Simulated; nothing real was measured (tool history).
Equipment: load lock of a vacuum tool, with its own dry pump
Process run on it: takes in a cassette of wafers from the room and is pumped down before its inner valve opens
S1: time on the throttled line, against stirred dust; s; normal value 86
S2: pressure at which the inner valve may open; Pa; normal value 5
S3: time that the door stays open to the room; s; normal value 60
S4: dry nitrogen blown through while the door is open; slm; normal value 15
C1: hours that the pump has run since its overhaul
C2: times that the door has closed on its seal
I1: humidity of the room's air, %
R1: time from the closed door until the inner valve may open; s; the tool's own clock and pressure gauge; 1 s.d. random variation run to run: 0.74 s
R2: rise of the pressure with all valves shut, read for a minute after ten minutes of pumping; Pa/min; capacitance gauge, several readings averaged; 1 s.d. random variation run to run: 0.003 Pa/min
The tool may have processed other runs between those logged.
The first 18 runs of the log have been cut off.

run	hour	S1	S2	S3	S4	C1	C2	I1	R1	R2
19	2361.3	93	6	142	15	250	5419	44.7	119.1	0.052
20	2445.6	93	6	142	15	334	5505	43.8	120.7	0.065
21	2527.3	86	5	86	15	416	5588	46.6	113.4	0.053
22	2667.3	102	10	39	6	556	5731	44.1	125.8	0.048
23	2828.7	102	10	134	32	717	5895	45.3	125.0	0.051
24	2980.7	102	7	205	14	869	6049	47.1	127.3	0.073
25	3130.4	86	5	143	38	1019	6201	43.0	114.5	0.049
26	3312.5	70	5	62	9	1201	6387	44.8	99.7	0.055
27	3423.4	70	5	177	9	1312	6499	44.1	102.3	0.073
28	3576.3	51	7	60	15	1465	6655	46.3	81.3	0.055
29	3731.8	141	7	60	15	1620	6813	41.3	162.8	0.049
30	3901.7	86	4	60	5	1790	6986	42.1	116.4	0.059
31	4060.8	86	4	44	5	1949	7148	44.8	116.5	0.059
32	4180.8	86	6	62	8	2069	7270	45.0	113.1	0.068
33	4371.9	86	6	62	8	2260	7464	46.0	114.2	0.064
34	4498.6	54	8	159	8	2387	7593	46.8	84.5	0.087
35	4591.1	54	8	130	6	2480	7687	46.9	83.7	0.091
36	4694.9	86	4	89	15	2583	7793	49.6	115.9	0.066

What if the next run were any one of these 4? Each begins from the tool's condition after run 36:
A	4847.6	90	9	42	15	2736	7948	48.0	?	?
B	4847.6	91	8	89	32	2736	7948	46.9	?	?
C	4847.6	133	9	33	15	2736	7948	43.0	?	?
D	4847.6	86	9	178	26	2736	7948	41.0	?	?

run	R1	R2
A	115.4	0.057
B	117.3	0.054
C	153.1	0.053
D	112.6	0.066
With no hidden state in the tool, these same runs would have given:
run	R1	R2
A	113.7	0.026
B	115.5	0.024
C	151.6	0.023
D	110.8	0.036

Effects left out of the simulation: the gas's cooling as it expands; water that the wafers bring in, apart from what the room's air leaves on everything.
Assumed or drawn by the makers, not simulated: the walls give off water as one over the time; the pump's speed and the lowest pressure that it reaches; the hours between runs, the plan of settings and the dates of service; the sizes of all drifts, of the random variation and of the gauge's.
